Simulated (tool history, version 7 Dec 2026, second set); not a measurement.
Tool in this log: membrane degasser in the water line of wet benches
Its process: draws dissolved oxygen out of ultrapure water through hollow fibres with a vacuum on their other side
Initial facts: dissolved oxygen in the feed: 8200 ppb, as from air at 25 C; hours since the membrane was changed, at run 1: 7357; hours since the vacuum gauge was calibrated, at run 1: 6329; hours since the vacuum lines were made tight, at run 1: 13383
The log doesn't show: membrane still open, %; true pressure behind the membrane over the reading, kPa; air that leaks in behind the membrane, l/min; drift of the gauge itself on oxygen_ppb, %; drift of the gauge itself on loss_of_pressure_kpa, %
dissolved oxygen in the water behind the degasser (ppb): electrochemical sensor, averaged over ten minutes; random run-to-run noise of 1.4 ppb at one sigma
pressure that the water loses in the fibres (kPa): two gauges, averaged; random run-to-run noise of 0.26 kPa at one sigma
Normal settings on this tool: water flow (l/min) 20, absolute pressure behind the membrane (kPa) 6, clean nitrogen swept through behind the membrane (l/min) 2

run,day,water flow (l/min),absolute pressure behind the membrane (kPa),clean nitrogen swept through behind the membrane (l/min),hours since the membrane was changed,hours since the vacuum gauge was calibrated,hours since the vacuum lines were made tight,dissolved oxygen in the water behind the degasser (ppb),pressure that the water loses in the fibres (kPa)
1,0,20,6,2,7357,6329,13383,136.3,69.72
2,13.304,20,6,2,7676,6648,13702,135.5,70.25
# day 18.742: seals of the vacuum lines changed
# day 23.371: vacuum gauge calibrated
3,23.371,20,6,2,7915,0,111,134.4,69.24
4,32.838,17,6,2,8143,227,338,98.9,58.71
5,41.921,17,6,2,8361,445,556,97.5,58.96
6,50.696,17,6,2,8571,656,766,96.5,58.5
7,63.217,17,6,2,8872,956,1067,98.1,58.98
8,71.183,17,6,2,9063,1147,1258,99.3,59.01
9,78.062,17,6,2,9228,1313,1423,97,59
10,91.167,14,6,2,9542,1627,1738,64.7,48.14
11,99.488,14,6,2,9742,1827,1937,65.7,48.32
12,106.842,14,6,2,9919,2003,2114,65.5,48.23
13,115.854,14,6,2,10135,2220,2330,66.5,48.4
14,128.138,14,6,2,10430,2514,2625,65,48.09
15,136.5,14,6,2,10630,2715,2826,66.7,48.41
16,145.717,18,14.12,2,10852,2936,3047,279.4,62.03
17,157.754,18,14.12,2,11141,3225,3336,273.9,61.51
18,166.092,16,4.99,0.96,11341,3425,3536,100.2,54.67
19,174.712,28,4.99,2.35,11548,3632,3743,243.3,96.11
20,185.333,17,8.8,2.35,11802,3887,3998,134.7,58.38

Estimate the outcome of run 21 from the log above:
21,193.317,31,5.42,1.18,11994,4079,4189,?,?

dissolved oxygen in the water behind the degasser (ppb): 377.5
pressure that the water loses in the fibres (kPa): 105.96
Take away the tool's hidden state, keep the run-to-run variation as it was, and the same run would have given dissolved oxygen in the water behind the degasser (ppb) 376.9, pressure that the water loses in the fibres (kPa) 107.63.
